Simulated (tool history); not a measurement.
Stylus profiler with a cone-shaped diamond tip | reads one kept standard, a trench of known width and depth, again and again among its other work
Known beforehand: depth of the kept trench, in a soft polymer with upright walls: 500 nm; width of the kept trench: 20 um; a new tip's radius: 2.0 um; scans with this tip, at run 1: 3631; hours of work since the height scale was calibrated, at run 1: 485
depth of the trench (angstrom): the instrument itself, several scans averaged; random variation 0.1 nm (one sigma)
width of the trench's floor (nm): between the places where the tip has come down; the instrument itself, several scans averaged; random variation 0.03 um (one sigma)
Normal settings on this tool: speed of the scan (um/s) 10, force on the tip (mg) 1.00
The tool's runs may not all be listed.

| run | hour | speed of the scan (um/s) | force on the tip (mg) | scans with this tip | hours of work since the height scale was calibrated | depth of the trench (angstrom) | width of the trench's floor (nm) |
|---|---|---|---|---|---|---|---|
| 1 | 0.0 | 10 | 1.00 | 3631 | 485 | 5028.6 | 17070 |
| 2 | 57.4 | 15 | 1.00 | 3851 | 514 | 5028.0 | 17010 |
| 3 | 86.7 | 15 | 1.00 | 3964 | 529 | 5027.6 | 17020 |
| 4 | 132.1 | 10 | 1.00 | 4138 | 553 | 5026.3 | 17010 |
| 5 | 166.8 | 12 | 1.00 | 4271 | 570 | 5027.3 | 17040 |
| 6 | 218.1 | 10 | 1.00 | 4468 | 597 | 5028.4 | 17040 |
| 7 | 257.6 | 10 | 1.00 | 4619 | 617 | 5026.7 | 16990 |
| 8 | 311.8 | 10 | 1.00 | 4827 | 645 | 5025.0 | 16960 |
| 9 | 351.9 | 10 | 1.60 | 4981 | 665 | 5038.3 | 17010 |
| 10 | 398.4 | 4 | 1.60 | 5159 | 689 | 5039.5 | 17050 |
| 11 | 432.2 | 4 | 1.60 | 5289 | 706 | 5039.2 | 17040 |
| 12 | 462.2 | 10 | 1.00 | 5404 | 722 | 5023.7 | 16980 |
| 13 | 514.8 | 4 | 2.78 | 5605 | 749 | 5064.3 | 17060 |
| 14 | 554.2 | 10 | 1.08 | 5757 | 769 | 5024.3 | 16970 |
| 15 | 590.8 | 10 | 1.08 | 5897 | 788 | 5023.5 | 16960 |
| 16 | 619.2 | 7 | 2.06 | 6006 | 802 | 5048.0 | 17010 |
| 17 | 666.3 | 27 | 0.34 | 6187 | 826 | 4998.8 | 16740 |
| 18 | 720.5 | 40 | 2.66 | 6394 | 854 | 5062.1 | 16840 |
| 19 | 755.6 | 33 | 1.45 | 6529 | 872 | 5032.9 | 16830 |
| 20 | 818.8 | 16 | 1.00 | 6771 | 904 | 5022.5 | 16890 |
| 21 | 855.8 | 8 | 0.80 | 6913 | 923 | 5013.8 | 16940 |
|  | 888.8 | height scale calibrated on a step standard |
| 22 | 901.2 | 8 | 0.80 | 7085 | 6 | 5041.6 | 16980 |
| 23 | 948.2 | 9 | 1.18 | 7266 | 30 | 5049.9 | 16950 |

Each run again, without the hidden state but with its own random variation kept:
Unlogged tool condition in this case: radius of the tip, um; height scale over the true one, %; drift of the gauge itself on depth_nm, %; drift of the gauge itself on floor_um, %.
| run | depth of the trench (angstrom) | width of the trench's floor (nm) |
|---|---|---|
| 1 | 5043.5 | 17280 |
| 2 | 5043.6 | 17230 |
| 3 | 5043.5 | 17250 |
| 4 | 5042.7 | 17240 |
| 5 | 5044.1 | 17270 |
| 6 | 5045.7 | 17290 |
| 7 | 5044.4 | 17250 |
| 8 | 5043.3 | 17230 |
| 9 | 5057.2 | 17280 |
| 10 | 5058.8 | 17340 |
| 11 | 5058.9 | 17330 |
| 12 | 5043.7 | 17280 |
| 13 | 5085.1 | 17360 |
| 14 | 5045.5 | 17280 |
| 15 | 5045.0 | 17280 |
| 16 | 5069.9 | 17330 |
| 17 | 5021.1 | 17070 |
| 18 | 5085.2 | 17180 |
| 19 | 5056.4 | 17170 |
| 20 | 5046.6 | 17250 |
| 21 | 5038.2 | 17310 |
| 22 | 5038.6 | 17360 |
| 23 | 5047.4 | 17330 |
